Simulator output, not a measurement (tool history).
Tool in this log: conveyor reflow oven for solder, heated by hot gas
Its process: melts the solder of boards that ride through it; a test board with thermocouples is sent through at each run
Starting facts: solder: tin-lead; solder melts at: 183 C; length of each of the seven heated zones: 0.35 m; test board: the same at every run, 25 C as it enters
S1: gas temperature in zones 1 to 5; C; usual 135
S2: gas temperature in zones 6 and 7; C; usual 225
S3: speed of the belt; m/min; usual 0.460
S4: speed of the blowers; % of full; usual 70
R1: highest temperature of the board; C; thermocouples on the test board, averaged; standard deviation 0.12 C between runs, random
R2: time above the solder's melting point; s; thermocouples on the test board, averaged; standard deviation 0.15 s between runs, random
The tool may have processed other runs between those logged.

run	hour	S1	S2	S3	S4	R1	R2
1	0.0	135	225	0.460	70	209.4	60.3
2	60.3	135	225	0.460	70	209.4	59.7
# hour 104.2: belt drive overhauled, speed set with a stopwatch
3	140.6	135	225	0.460	70	208.2	57.0
# hour 186.7: flux residue cleaned out of gas plates and filters
4	191.8	135	225	0.460	70	206.9	54.5
5	235.0	135	225	0.460	70	206.8	54.1
6	306.6	135	225	0.460	70	206.5	54.1
7	341.6	135	225	0.460	70	206.0	53.8
# hour 382.0: flux residue cleaned out of gas plates and filters, once more
8	412.3	135	225	0.460	70	210.5	60.4
9	476.9	135	225	0.460	76	211.8	62.2
10	547.2	135	225	0.460	76	211.5	62.3
11	580.9	135	225	0.460	70	209.8	59.5
12	613.7	135	225	0.460	70	209.9	59.6
13	651.5	135	225	0.460	70	209.5	59.2
# hour 675.1: flux residue cleaned out of gas plates and filters
14	693.5	135	225	0.460	70	210.8	61.5
15	737.5	135	225	0.460	70	211.1	61.3
16	813.0	135	225	0.460	70	210.7	60.9
17	873.0	135	225	0.417	66	212.5	70.1
18	931.8	142	225	0.460	58	208.4	59.9
# hour 968.8: flux residue cleaned out of gas plates and filters
19	1005.9	142	225	0.430	75	215.9	76.1
20	1078.1	142	225	0.430	75	215.9	75.3
21	1122.7	142	225	0.430	75	216.0	75.0
22	1180.4	142	224	0.448	70	212.3	68.5
23	1212.8	138	233	0.514	53	208.1	50.5
# hour 1264.5: flux residue cleaned out of gas plates and filters
24	1280.8	125	230	0.464	81	217.7	65.0
# hour 1294.3: belt drive overhauled, speed set with a stopwatch
25	1361.0	125	230	0.464	81	216.6	63.0
26	1404.3	127	230	0.464	52	207.0	50.0
# hour 1429.5: thermocouples of zones 6 and 7 changed
27	1476.4	142	228	0.460	70	211.6	64.2
28	1520.5	142	237	0.494	61	213.7	60.6
# hour 1564.0: flux residue cleaned out of gas plates and filters
29	1564.0	142	237	0.494	57	213.6	60.4
30	1624.3	135	225	0.460	52	202.7	48.3

Here are 4 independent what-if runs from the current tool condition. What would each one return?
A	1689.2	124	225	0.460	59	?	?
B	1689.2	149	225	0.438	61	?	?
C	1689.2	135	225	0.411	81	?	?
D	1689.2	135	235	0.502	52	?	?

run	R1	R2
A	202.7	44.8
B	210.2	70.0
C	214.0	74.1
D	206.9	48.3
Stripped of hidden state, with their random variation kept, the same runs would have yielded:
run	R1	R2
A	202.9	45.1
B	210.2	69.8
C	214.1	74.0
D	207.1	48.3
